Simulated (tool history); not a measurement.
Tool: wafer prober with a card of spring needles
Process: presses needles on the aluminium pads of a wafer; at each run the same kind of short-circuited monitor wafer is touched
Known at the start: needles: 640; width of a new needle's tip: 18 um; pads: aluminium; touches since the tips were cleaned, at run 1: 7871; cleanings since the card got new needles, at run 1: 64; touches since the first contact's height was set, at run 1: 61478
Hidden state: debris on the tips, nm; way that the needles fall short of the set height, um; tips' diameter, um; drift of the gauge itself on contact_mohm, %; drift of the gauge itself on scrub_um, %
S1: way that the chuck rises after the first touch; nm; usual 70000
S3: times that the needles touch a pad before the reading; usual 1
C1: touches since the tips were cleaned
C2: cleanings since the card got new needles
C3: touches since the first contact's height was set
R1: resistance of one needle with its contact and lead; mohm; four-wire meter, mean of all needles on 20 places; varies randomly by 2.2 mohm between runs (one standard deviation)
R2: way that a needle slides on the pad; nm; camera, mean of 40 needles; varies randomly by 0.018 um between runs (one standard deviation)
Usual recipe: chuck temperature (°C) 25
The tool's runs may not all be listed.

{"run": 1, "hour": 0.0, "S1": 70000, "chuck temperature (°C)": 25, "S3": 1, "C1": 7871, "C2": 64, "C3": 61478, "R1": 247, "R2": 15190}
{"hour": 2.6, "done": "tips cleaned on abrasive film"}
{"run": 2, "hour": 15.4, "S1": 70000, "chuck temperature (°C)": 25, "S3": 1, "C1": 7422, "C2": 65, "C3": 70374, "R1": 245, "R2": 15260}
{"hour": 21.4, "done": "tips cleaned on abrasive film"}
{"hour": 38.0, "done": "tips cleaned on abrasive film"}
{"run": 3, "hour": 47.5, "S1": 70000, "chuck temperature (°C)": 25, "S3": 1, "C1": 5483, "C2": 67, "C3": 88833, "R1": 245, "R2": 15210}
{"hour": 53.7, "done": "tips cleaned on abrasive film"}
{"run": 4, "hour": 67.4, "S1": 70000, "chuck temperature (°C)": 25, "S3": 1, "C1": 7976, "C2": 68, "C3": 100329, "R1": 243, "R2": 15230}
{"hour": 70.4, "done": "tips cleaned on abrasive film"}
{"hour": 86.7, "done": "tips cleaned on abrasive film"}
{"run": 5, "hour": 94.0, "S1": 70000, "chuck temperature (°C)": 25, "S3": 1, "C1": 4220, "C2": 70, "C3": 115633, "R1": 250, "R2": 15200}
{"hour": 103.8, "done": "tips cleaned on abrasive film"}
{"hour": 119.6, "done": "tips cleaned on abrasive film"}
{"run": 6, "hour": 124.7, "S1": 70000, "chuck temperature (°C)": 25, "S3": 1, "C1": 2939, "C2": 72, "C3": 133299, "R1": 248, "R2": 15230}
{"hour": 137.2, "done": "tips cleaned on abrasive film"}
{"run": 7, "hour": 150.4, "S1": 70000, "chuck temperature (°C)": 44, "S3": 1, "C1": 7683, "C2": 73, "C3": 148159, "R1": 253, "R2": 15270}
{"hour": 154.9, "done": "tips cleaned on abrasive film"}
{"hour": 160.6, "done": "height of the first contact set anew"}
{"hour": 170.7, "done": "tips cleaned on abrasive film"}
{"run": 8, "hour": 179.3, "S1": 70000, "chuck temperature (°C)": 25, "S3": 3, "C1": 4962, "C2": 75, "C3": 10810, "R1": 245, "R2": 15230}
{"hour": 186.4, "done": "tips cleaned on abrasive film"}
{"run": 9, "hour": 199.0, "S1": 70000, "chuck temperature (°C)": 25, "S3": 3, "C1": 7303, "C2": 76, "C3": 22195, "R1": 248, "R2": 15240}
{"hour": 202.3, "done": "tips cleaned on abrasive film"}
{"hour": 220.2, "done": "tips cleaned on abrasive film"}
{"run": 10, "hour": 223.4, "S1": 70000, "chuck temperature (°C)": 25, "S3": 3, "C1": 1872, "C2": 78, "C3": 36228, "R1": 247, "R2": 15270}
{"hour": 238.3, "done": "tips cleaned on abrasive film"}
{"run": 11, "hour": 250.2, "S1": 70000, "chuck temperature (°C)": 25, "S3": 3, "C1": 6910, "C2": 79, "C3": 51683, "R1": 248, "R2": 15290}
{"hour": 255.4, "done": "tips cleaned on abrasive film"}
{"hour": 271.3, "done": "tips cleaned on abrasive film"}
{"run": 12, "hour": 285.2, "S1": 70000, "chuck temperature (°C)": 25, "S3": 3, "C1": 8047, "C2": 81, "C3": 71853, "R1": 245, "R2": 15280}
{"hour": 287.7, "done": "tips cleaned on abrasive film"}
{"hour": 303.7, "done": "tips cleaned on abrasive film"}
{"run": 13, "hour": 314.0, "S1": 62000, "chuck temperature (°C)": 25, "S3": 1, "C1": 5934, "C2": 83, "C3": 88423, "R1": 252, "R2": 13550}
{"hour": 320.7, "done": "tips cleaned on abrasive film"}
{"run": 14, "hour": 330.3, "S1": 62000, "chuck temperature (°C)": 25, "S3": 2, "C1": 5594, "C2": 84, "C3": 97835, "R1": 249, "R2": 13560}
{"hour": 337.8, "done": "tips cleaned on abrasive film"}
{"run": 15, "hour": 348.2, "S1": 62000, "chuck temperature (°C)": 25, "S3": 2, "C1": 6011, "C2": 85, "C3": 108151, "R1": 251, "R2": 13550}
{"hour": 353.9, "done": "tips cleaned on abrasive film"}
{"hour": 370.9, "done": "tips cleaned on abrasive film"}
{"run": 16, "hour": 374.1, "S1": 70000, "chuck temperature (°C)": 25, "S3": 1, "C1": 1869, "C2": 87, "C3": 123061, "R1": 248, "R2": 15310}
{"hour": 387.4, "done": "tips cleaned on abrasive film"}
{"hour": 403.5, "done": "tips cleaned on abrasive film"}
{"run": 17, "hour": 410.9, "S1": 84000, "chuck temperature (°C)": 25, "S3": 1, "C1": 4247, "C2": 89, "C3": 144244, "R1": 244, "R2": 18440}
{"hour": 421.3, "done": "tips cleaned on abrasive film"}
{"hour": 429.0, "done": "height of the first contact set anew"}
{"run": 18, "hour": 434.5, "S1": 79000, "chuck temperature (°C)": 33, "S3": 1, "C1": 7480, "C2": 90, "C3": 3155, "R1": 252, "R2": 17300}
{"hour": 439.0, "done": "tips cleaned on abrasive film"}
{"hour": 455.7, "done": "tips cleaned on abrasive film"}
{"hour": 472.4, "done": "tips cleaned on abrasive film"}
{"run": 19, "hour": 472.8, "S1": 65000, "chuck temperature (°C)": 112, "S3": 1, "C1": 230, "C2": 93, "C3": 25230, "R1": 274, "R2": 14220}
{"hour": 490.5, "done": "tips cleaned on abrasive film"}
{"run": 20, "hour": 494.7, "S1": 65000, "chuck temperature (°C)": 120, "S3": 1, "C1": 2421, "C2": 94, "C3": 37834, "R1": 279, "R2": 14250}
{"hour": 506.3, "done": "tips cleaned on abrasive film"}
{"run": 21, "hour": 512.8, "S1": 79000, "chuck temperature (°C)": 79, "S3": 2, "C1": 3785, "C2": 95, "C3": 48271, "R1": 262, "R2": 17320}
{"hour": 524.1, "done": "tips cleaned on abrasive film"}
{"hour": 540.0, "done": "tips cleaned on abrasive film"}
{"run": 22, "hour": 542.3, "S1": 81000, "chuck temperature (°C)": 30, "S3": 3, "C1": 1327, "C2": 97, "C3": 65287, "R1": 251, "R2": 17790}
{"hour": 557.0, "done": "tips cleaned on abrasive film"}
{"run": 23, "hour": 569.9, "S1": 81000, "chuck temperature (°C)": 30, "S3": 3, "C1": 7463, "C2": 98, "C3": 81208, "R1": 248, "R2": 17790}
{"hour": 573.4, "done": "tips cleaned on abrasive film"}
{"hour": 590.4, "done": "tips cleaned on abrasive film"}
{"run": 24, "hour": 592.1, "S1": 81000, "chuck temperature (°C)": 113, "S3": 2, "C1": 982, "C2": 100, "C3": 93980, "R1": 268, "R2": 17840}
{"hour": 607.9, "done": "tips cleaned on abrasive film"}
{"run": 25, "hour": 615.9, "S1": 64000, "chuck temperature (°C)": 74, "S3": 2, "C1": 4641, "C2": 101, "C3": 107709, "R1": 265, "R2": 14070}
{"hour": 625.9, "done": "tips cleaned on abrasive film"}
{"run": 26, "hour": 632.8, "S1": 64000, "chuck temperature (°C)": 25, "S3": 1, "C1": 3983, "C2": 102, "C3": 117449, "R1": 247, "R2": 14080}
{"hour": 642.5, "done": "tips cleaned on abrasive film"}
{"hour": 658.5, "done": "tips cleaned on abrasive film"}
{"run": 27, "hour": 658.5, "S1": 70000, "chuck temperature (°C)": 32, "S3": 1, "C1": 0, "C2": 104, "C3": 132234, "R1": 251, "R2": 15380}
{"hour": 676.4, "done": "tips cleaned on abrasive film"}
{"run": 28, "hour": 682.6, "S1": 73000, "chuck temperature (°C)": 28, "S3": 2, "C1": 3604, "C2": 105, "C3": 146136, "R1": 251, "R2": 16070}
{"hour": 691.9, "done": "tips cleaned on abrasive film"}
{"hour": 696.5, "done": "height of the first contact set anew"}
{"hour": 709.1, "done": "tips cleaned on abrasive film"}
{"run": 29, "hour": 714.4, "S1": 89000, "chuck temperature (°C)": 52, "S3": 1, "C1": 3097, "C2": 107, "C3": 10322, "R1": 254, "R2": 19620}
{"hour": 725.3, "done": "tips cleaned on abrasive film"}
{"run": 30, "hour": 731.3, "S1": 77000, "chuck temperature (°C)": 46, "S3": 2, "C1": 3488, "C2": 108, "C3": 20070, "R1": 253, "R2": 17020}
{"hour": 742.7, "done": "tips cleaned on abrasive film"}
{"hour": 759.5, "done": "tips cleaned on abrasive film"}
{"run": 31, "hour": 763.6, "S1": 88000, "chuck temperature (°C)": 36, "S3": 2, "C1": 2363, "C2": 110, "C3": 38644, "R1": 244, "R2": 19430}

What if the next run were any one of these 4? Each begins from the tool's condition after run 31:
{"hour": 776.9, "done": "tips cleaned on abrasive film"}
{"run": "A", "hour": 787.2, "S1": 71000, "chuck temperature (°C)": 62, "S3": 2, "C1": 5989, "C2": 111, "C3": 52274, "R1": "?", "R2": "?"}
{"hour": 776.9, "done": "tips cleaned on abrasive film"}
{"run": "B", "hour": 787.2, "S1": 70000, "chuck temperature (°C)": 25, "S3": 1, "C1": 5989, "C2": 111, "C3": 52274, "R1": "?", "R2": "?"}
{"hour": 776.9, "done": "tips cleaned on abrasive film"}
{"run": "C", "hour": 787.2, "S1": 70000, "chuck temperature (°C)": 82, "S3": 2, "C1": 5989, "C2": 111, "C3": 52274, "R1": "?", "R2": "?"}
{"hour": 776.9, "done": "tips cleaned on abrasive film"}
{"run": "D", "hour": 787.2, "S1": 70000, "chuck temperature (°C)": 90, "S3": 1, "C1": 5989, "C2": 111, "C3": 52274, "R1": "?", "R2": "?"}

run=A R1=257 R2=15700
run=B R1=249 R2=15460
run=C R1=265 R2=15470
run=D R1=269 R2=15490
With no hidden state in the tool, these same runs would have given:
run=A R1=257 R2=15420
run=B R1=249 R2=15190
run=C R1=265 R2=15190
run=D R1=269 R2=15220
